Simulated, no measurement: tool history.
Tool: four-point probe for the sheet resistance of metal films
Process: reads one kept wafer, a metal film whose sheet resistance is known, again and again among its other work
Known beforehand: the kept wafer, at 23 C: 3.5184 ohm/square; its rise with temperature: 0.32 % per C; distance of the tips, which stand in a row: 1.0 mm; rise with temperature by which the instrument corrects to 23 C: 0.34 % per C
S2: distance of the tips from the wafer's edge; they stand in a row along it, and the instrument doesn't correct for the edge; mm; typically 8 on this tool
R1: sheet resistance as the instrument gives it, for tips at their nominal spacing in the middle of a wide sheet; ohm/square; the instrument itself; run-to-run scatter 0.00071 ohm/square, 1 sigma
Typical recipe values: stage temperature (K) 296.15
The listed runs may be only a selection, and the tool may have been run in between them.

Run 1, hour 0: usual settings. Result: R1 3.54291 ohm/square.
Run 2, hour 11.4: usual settings. Result: R1 3.542431 ohm/square.
Run 3, hour 23.2: usual settings but S2 3 mm. Result: R1 3.711141 ohm/square.
Run 4, hour 33.7: usual settings but S2 3 mm. Result: R1 3.710882 ohm/square.
Run 5, hour 48.9: usual settings but S2 3 mm. Result: R1 3.711034 ohm/square.
Run 6, hour 61.3: usual settings but stage temperature (K) 299.15, S2 46 mm. Result: R1 3.512825 ohm/square.
Run 7, hour 67.8: usual settings but stage temperature (K) 299.15, S2 46 mm. Result: R1 3.512564 ohm/square.
Run 8, hour 76.2: usual settings but stage temperature (K) 299.15, S2 46 mm. Result: R1 3.512726 ohm/square.
Run 9, hour 87.4: usual settings but stage temperature (K) 295.15, S2 14 mm. Result: R1 3.523802 ohm/square.
Run 10, hour 97.3: usual settings but stage temperature (K) 297.15, S2 9 mm. Result: R1 3.536097 ohm/square.

Selected run-to-run steps in R1, each split into two signed amounts: the part the tool would show with no hidden state at all (from settings, incoming material and random variation), and the remainder, which goes to the hidden state together with any gauge scatter not common to the measured and the hidden-state-free results:
The tool's hidden condition here consists of: inner tips' distance over the nominal, %; tips' flats over new ones', %; wafer's true temperature over the reading, C; drift of the gauge itself on sheet_ohm, %.
Run 2 -> 3: S2 8 -> 3. R1 +0.16871 ohm/square: hidden state -0.00023, all else +0.16894.
Run 5 -> 6: stage temperature (K) 296.15 -> 299.15, S2 3 -> 46. R1 -0.198209 ohm/square: hidden state +0.000205, all else -0.198414.
